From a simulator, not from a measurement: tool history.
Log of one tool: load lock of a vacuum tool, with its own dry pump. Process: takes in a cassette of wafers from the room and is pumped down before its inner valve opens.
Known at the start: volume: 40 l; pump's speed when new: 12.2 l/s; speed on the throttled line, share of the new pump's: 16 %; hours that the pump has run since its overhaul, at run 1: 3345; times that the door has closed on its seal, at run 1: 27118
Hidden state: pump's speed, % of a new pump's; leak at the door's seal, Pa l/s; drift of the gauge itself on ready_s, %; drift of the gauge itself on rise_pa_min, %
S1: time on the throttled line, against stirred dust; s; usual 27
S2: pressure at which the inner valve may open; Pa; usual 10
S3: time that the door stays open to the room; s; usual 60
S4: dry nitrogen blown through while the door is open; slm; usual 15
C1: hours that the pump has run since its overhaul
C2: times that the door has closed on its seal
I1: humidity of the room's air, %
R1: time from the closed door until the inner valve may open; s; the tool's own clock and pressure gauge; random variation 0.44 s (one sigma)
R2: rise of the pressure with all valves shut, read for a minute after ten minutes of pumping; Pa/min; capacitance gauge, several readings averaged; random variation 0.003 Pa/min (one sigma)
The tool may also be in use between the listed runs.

{"run": 1, "hour": 0.0, "S1": 27, "S2": 10, "S3": 60, "S4": 15, "C1": 3345, "C2": 27118, "I1": 47.1, "R1": 54.8, "R2": 0.268}
{"run": 2, "hour": 61.9, "S1": 27, "S2": 8, "S3": 60, "S4": 15, "C1": 3406, "C2": 27414, "I1": 47.1, "R1": 56.6, "R2": 0.272}
{"run": 3, "hour": 106.5, "S1": 27, "S2": 10, "S3": 76, "S4": 15, "C1": 3451, "C2": 27628, "I1": 46.5, "R1": 54.7, "R2": 0.287}
{"run": 4, "hour": 162.9, "S1": 27, "S2": 10, "S3": 60, "S4": 15, "C1": 3507, "C2": 27898, "I1": 44.4, "R1": 55.3, "R2": 0.283}
{"run": 5, "hour": 254.5, "S1": 27, "S2": 10, "S3": 60, "S4": 15, "C1": 3599, "C2": 28336, "I1": 42.4, "R1": 55.6, "R2": 0.284}
{"run": 6, "hour": 309.9, "S1": 27, "S2": 10, "S3": 162, "S4": 15, "C1": 3655, "C2": 28602, "I1": 47.3, "R1": 55.4, "R2": 0.336}
{"hour": 384.0, "done": "door's seal changed, seat wiped"}
{"run": 7, "hour": 405.7, "S1": 27, "S2": 10, "S3": 60, "S4": 23, "C1": 3749, "C2": 104, "I1": 43, "R1": 55.3, "R2": 0.036}
{"run": 8, "hour": 499.4, "S1": 27, "S2": 10, "S3": 60, "S4": 23, "C1": 3843, "C2": 553, "I1": 44.6, "R1": 54.7, "R2": 0.04}
{"run": 9, "hour": 558.2, "S1": 27, "S2": 10, "S3": 60, "S4": 23, "C1": 3901, "C2": 834, "I1": 46.9, "R1": 55.4, "R2": 0.047}
{"run": 10, "hour": 602.5, "S1": 46, "S2": 10, "S3": 60, "S4": 15, "C1": 3946, "C2": 1046, "I1": 45.3, "R1": 70.8, "R2": 0.051}
{"run": 11, "hour": 699.4, "S1": 27, "S2": 10, "S3": 60, "S4": 15, "C1": 4043, "C2": 1510, "I1": 49.2, "R1": 56, "R2": 0.056}
{"run": 12, "hour": 799.1, "S1": 27, "S2": 12, "S3": 60, "S4": 15, "C1": 4142, "C2": 1988, "I1": 42.6, "R1": 53.7, "R2": 0.051}
{"run": 13, "hour": 875.4, "S1": 27, "S2": 12, "S3": 60, "S4": 35, "C1": 4218, "C2": 2353, "I1": 45.7, "R1": 54.9, "R2": 0.035}
{"run": 14, "hour": 958.7, "S1": 27, "S2": 12, "S3": 60, "S4": 35, "C1": 4302, "C2": 2752, "I1": 43.3, "R1": 54.5, "R2": 0.044}
{"run": 15, "hour": 1003.8, "S1": 27, "S2": 7, "S3": 60, "S4": 15, "C1": 4347, "C2": 2967, "I1": 47.4, "R1": 56.8, "R2": 0.055}
{"run": 16, "hour": 1053.7, "S1": 27, "S2": 10, "S3": 60, "S4": 15, "C1": 4397, "C2": 3206, "I1": 45.1, "R1": 56.6, "R2": 0.058}
{"run": 17, "hour": 1120.2, "S1": 46, "S2": 10, "S3": 232, "S4": 7, "C1": 4463, "C2": 3525, "I1": 45.4, "R1": 71.7, "R2": 0.151}
{"run": 18, "hour": 1163.7, "S1": 16, "S2": 10, "S3": 60, "S4": 7, "C1": 4507, "C2": 3733, "I1": 43, "R1": 46.9, "R2": 0.075}
{"run": 19, "hour": 1221.6, "S1": 45, "S2": 8, "S3": 221, "S4": 15, "C1": 4565, "C2": 4010, "I1": 44.6, "R1": 72.5, "R2": 0.117}
{"run": 20, "hour": 1311.5, "S1": 45, "S2": 8, "S3": 221, "S4": 15, "C1": 4655, "C2": 4441, "I1": 43.2, "R1": 70.7, "R2": 0.115}
{"run": 21, "hour": 1368.8, "S1": 33, "S2": 14, "S3": 176, "S4": 5, "C1": 4712, "C2": 4715, "I1": 41.9, "R1": 59.4, "R2": 0.135}
{"run": 22, "hour": 1424.5, "S1": 28, "S2": 14, "S3": 176, "S4": 5, "C1": 4768, "C2": 4981, "I1": 47.4, "R1": 55.4, "R2": 0.155}
{"run": 23, "hour": 1512.0, "S1": 26, "S2": 12, "S3": 151, "S4": 6, "C1": 4855, "C2": 5401, "I1": 43.7, "R1": 55, "R2": 0.121}
{"run": 24, "hour": 1595.6, "S1": 23, "S2": 10, "S3": 60, "S4": 15, "C1": 4939, "C2": 5800, "I1": 42.9, "R1": 51.4, "R2": 0.071}
{"run": 25, "hour": 1665.5, "S1": 23, "S2": 10, "S3": 60, "S4": 15, "C1": 5009, "C2": 6135, "I1": 41.2, "R1": 53.3, "R2": 0.067}
{"run": 26, "hour": 1736.7, "S1": 39, "S2": 10, "S3": 60, "S4": 29, "C1": 5080, "C2": 6476, "I1": 44.1, "R1": 65.7, "R2": 0.062}
{"run": 27, "hour": 1784.3, "S1": 30, "S2": 10, "S3": 116, "S4": 5, "C1": 5127, "C2": 6704, "I1": 45.9, "R1": 58.9, "R2": 0.123}
{"run": 28, "hour": 1865.9, "S1": 30, "S2": 10, "S3": 116, "S4": 5, "C1": 5209, "C2": 7095, "I1": 47.6, "R1": 58.4, "R2": 0.136}
{"run": 29, "hour": 1947.1, "S1": 23, "S2": 10, "S3": 142, "S4": 12, "C1": 5290, "C2": 7483, "I1": 41.9, "R1": 53.4, "R2": 0.114}
{"run": 30, "hour": 1997.0, "S1": 23, "S2": 10, "S3": 142, "S4": 12, "C1": 5340, "C2": 7723, "I1": 44.5, "R1": 53.2, "R2": 0.125}
{"run": 31, "hour": 2052.1, "S1": 25, "S2": 10, "S3": 60, "S4": 7, "C1": 5395, "C2": 7986, "I1": 44.5, "R1": 55, "R2": 0.094}

Hidden state at the last listed run before each entry between runs and at the first one after, where it differs:
Between runs 6 and 7: door's seal changed, seat wiped (hour 384)
  pump's speed, % of a new pump's: 92.7 -> 92.5; leak at the door's seal, Pa l/s: 0.165 -> 0.0025
  measured less the result without the state, R1: +2.1 -> +2.2 s; R2: +0.247 -> +0.001 Pa/min
